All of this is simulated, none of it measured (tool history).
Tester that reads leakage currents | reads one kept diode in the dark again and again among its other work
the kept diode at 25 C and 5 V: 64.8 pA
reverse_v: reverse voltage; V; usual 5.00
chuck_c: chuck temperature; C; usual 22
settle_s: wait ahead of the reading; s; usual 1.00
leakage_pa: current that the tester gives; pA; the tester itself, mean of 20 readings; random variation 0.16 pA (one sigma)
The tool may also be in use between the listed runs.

run 1 day=0.000 | reverse_v=5.00 chuck_c=22 settle_s=1.00 | leakage_pa=58.32
run 2 day=1.788 | reverse_v=5.00 chuck_c=22 settle_s=1.00 | leakage_pa=58.02
run 3 day=3.100 | reverse_v=5.00 chuck_c=22 settle_s=1.00 | leakage_pa=58.36
run 4 day=4.825 | reverse_v=5.00 chuck_c=22 settle_s=1.00 | leakage_pa=58.41
run 5 day=5.892 | reverse_v=5.00 chuck_c=46 settle_s=1.00 | leakage_pa=318.42
run 6 day=7.262 | reverse_v=5.00 chuck_c=46 settle_s=1.00 | leakage_pa=317.34
run 7 day=8.167 | reverse_v=5.00 chuck_c=22 settle_s=8.15 | leakage_pa=58.56
run 8 day=9.850 | reverse_v=5.00 chuck_c=22 settle_s=1.00 | leakage_pa=58.73
run 9 day=11.504 | reverse_v=5.00 chuck_c=22 settle_s=1.00 | leakage_pa=58.78
run 10 day=12.367 | reverse_v=2.15 chuck_c=22 settle_s=1.00 | leakage_pa=38.52
run 11 day=13.612 | reverse_v=2.15 chuck_c=22 settle_s=1.00 | leakage_pa=38.40
run 12 day=14.721 | reverse_v=2.15 chuck_c=22 settle_s=1.00 | leakage_pa=38.63
run 13 day=16.800 | reverse_v=5.00 chuck_c=22 settle_s=1.00 | leakage_pa=59.23
run 14 day=17.762 | reverse_v=5.00 chuck_c=22 settle_s=1.00 | leakage_pa=58.94
run 15 day=18.692 | reverse_v=5.00 chuck_c=52 settle_s=1.00 | leakage_pa=478.05
run 16 day=20.333 | reverse_v=5.00 chuck_c=52 settle_s=1.00 | leakage_pa=477.22
run 17 day=21.396 | reverse_v=5.00 chuck_c=52 settle_s=1.00 | leakage_pa=476.78
run 18 day=22.988 | reverse_v=5.00 chuck_c=52 settle_s=1.00 | leakage_pa=474.81
run 19 day=24.988 | reverse_v=5.00 chuck_c=52 settle_s=1.00 | leakage_pa=476.18
run 20 day=27.029 | reverse_v=5.00 chuck_c=52 settle_s=1.00 | leakage_pa=473.09
run 21 day=28.258 | reverse_v=5.00 chuck_c=38 settle_s=4.50 | leakage_pa=182.59
run 22 day=29.858 | reverse_v=8.73 chuck_c=41 settle_s=1.00 | leakage_pa=289.52
run 23 day=31.454 | reverse_v=4.62 chuck_c=51 settle_s=0.97 | leakage_pa=428.50
run 24 day=33.454 | reverse_v=10.86 chuck_c=22 settle_s=0.68 | leakage_pa=92.11
run 25 day=35.058 | reverse_v=8.08 chuck_c=58 settle_s=1.00 | leakage_pa=868.86
run 26 day=36.171 | reverse_v=10.40 chuck_c=29 settle_s=2.13 | leakage_pa=141.46
run 27 day=37.129 | reverse_v=6.21 chuck_c=27 settle_s=1.00 | leakage_pa=94.45
run 28 day=38.367 | reverse_v=6.21 chuck_c=27 settle_s=1.00 | leakage_pa=94.14
run 29 day=39.642 | reverse_v=6.21 chuck_c=27 settle_s=1.00 | leakage_pa=95.10
run 30 day=41.292 | reverse_v=7.89 chuck_c=22 settle_s=0.47 | leakage_pa=77.97
run 31 day=43.283 | reverse_v=1.60 chuck_c=39 settle_s=0.76 | leakage_pa=116.13
run 32 day=45.350 | reverse_v=5.00 chuck_c=39 settle_s=1.71 | leakage_pa=195.79
run 33 day=47.054 | reverse_v=17.77 chuck_c=27 settle_s=1.71 | leakage_pa=168.41

Forecast run 34:
run 34 day=48.821 | reverse_v=4.65 chuck_c=23 settle_s=2.37 | leakage_pa=?

Run 34 gave leakage_pa 62.08 pA.
Without the tool's hidden state the same run would have given leakage_pa 53.48 pA.
